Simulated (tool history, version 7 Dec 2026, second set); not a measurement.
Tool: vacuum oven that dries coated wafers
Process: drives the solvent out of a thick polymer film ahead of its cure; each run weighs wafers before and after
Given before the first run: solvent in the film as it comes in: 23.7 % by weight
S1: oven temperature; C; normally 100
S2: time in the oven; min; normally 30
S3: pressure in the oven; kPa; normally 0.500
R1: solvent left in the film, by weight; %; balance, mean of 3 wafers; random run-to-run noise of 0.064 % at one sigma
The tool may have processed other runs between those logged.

| run | hour | S1 | S2 | S3 | R1 |
|---|---|---|---|---|---|
| 1 | 0.0 | 100 | 30 | 0.500 | 3.92 |
| 2 | 66.8 | 100 | 30 | 0.500 | 4.14 |
| 3 | 112.4 | 100 | 26 | 0.500 | 4.94 |
| 4 | 170.6 | 100 | 26 | 0.500 | 4.99 |
| 5 | 239.7 | 100 | 26 | 0.500 | 5.13 |
| 6 | 280.6 | 90 | 26 | 0.500 | 10.00 |
| 7 | 311.0 | 100 | 30 | 1.246 | 4.59 |
| 8 | 343.3 | 86 | 30 | 1.246 | 11.12 |
| 9 | 393.2 | 100 | 30 | 0.500 | 4.27 |
| 10 | 450.9 | 100 | 30 | 0.500 | 4.26 |
| 11 | 482.4 | 100 | 49 | 0.500 | 1.75 |
| 12 | 543.4 | 111 | 30 | 0.500 | 1.04 |
| 13 | 606.9 | 100 | 30 | 0.897 | 4.54 |
|  | 612.8 | vacuum gauge cleaned of residue and calibrated |
| 14 | 663.0 | 100 | 30 | 0.897 | 4.72 |
| 15 | 702.3 | 108 | 30 | 0.500 | 1.73 |
| 16 | 755.5 | 108 | 30 | 0.500 | 1.80 |
| 17 | 805.6 | 108 | 30 | 0.500 | 1.80 |
| 18 | 855.7 | 108 | 30 | 0.500 | 1.86 |
| 19 | 902.8 | 108 | 30 | 0.500 | 1.77 |
|  | 935.3 | oven's thermocouples calibrated |
| 20 | 975.5 | 108 | 30 | 0.500 | 1.56 |
| 21 | 1023.0 | 108 | 30 | 0.500 | 1.68 |
|  | 1037.6 | vacuum gauge cleaned of residue and calibrated, once more |
| 22 | 1082.5 | 100 | 30 | 0.500 | 4.13 |
| 23 | 1143.2 | 100 | 30 | 0.500 | 4.29 |
| 24 | 1196.3 | 89 | 30 | 0.500 | 9.29 |
| 25 | 1239.2 | 89 | 30 | 0.500 | 9.63 |
| 26 | 1271.4 | 96 | 21 | 0.533 | 8.64 |
| 27 | 1325.1 | 96 | 21 | 0.533 | 8.60 |
| 28 | 1380.5 | 85 | 30 | 0.954 | 11.73 |
| 29 | 1419.1 | 108 | 29 | 1.575 | 2.29 |
| 30 | 1453.8 | 91 | 30 | 0.322 | 8.52 |
| 31 | 1484.3 | 109 | 15 | 0.500 | 4.96 |
| 32 | 1514.3 | 109 | 15 | 0.500 | 5.01 |
| 33 | 1574.9 | 87 | 15 | 0.589 | 14.78 |
| 34 | 1628.5 | 105 | 15 | 0.353 | 6.95 |
| 35 | 1659.6 | 107 | 45 | 0.551 | 0.85 |
| 36 | 1727.2 | 111 | 18 | 1.433 | 3.69 |
| 37 | 1773.9 | 100 | 42 | 0.500 | 2.88 |
| 38 | 1807.5 | 100 | 42 | 0.500 | 2.81 |
| 39 | 1875.2 | 100 | 42 | 0.500 | 2.81 |
|  | 1893.5 | oven's thermocouples calibrated |
| 40 | 1937.5 | 100 | 42 | 0.500 | 2.15 |
| 41 | 1985.4 | 100 | 42 | 0.500 | 2.23 |
| 42 | 2033.9 | 100 | 17 | 0.305 | 7.71 |
| 43 | 2079.8 | 100 | 35 | 0.296 | 3.04 |
| 44 | 2125.8 | 104 | 30 | 0.822 | 2.78 |
| 45 | 2158.1 | 104 | 30 | 0.865 | 2.87 |
| 46 | 2208.2 | 103 | 23 | 1.200 | 4.99 |

Forecast each of these 5 alternatives for the next run:
| A | 2248.0 | 103 | 23 | 1.610 | ? |
| B | 2248.0 | 103 | 18 | 1.200 | ? |
| C | 2248.0 | 90 | 34 | 0.559 | ? |
| D | 2248.0 | 100 | 30 | 1.859 | ? |
| E | 2248.0 | 96 | 22 | 0.801 | ? |

| run | R1 |
|---|---|
| A | 5.04 |
| B | 6.49 |
| C | 8.17 |
| D | 4.91 |
| E | 8.19 |
With no hidden state in the tool, these same runs would have given:
| run | R1 |
|---|---|
| A | 4.84 |
| B | 6.29 |
| C | 7.92 |
| D | 4.70 |
| E | 7.98 |
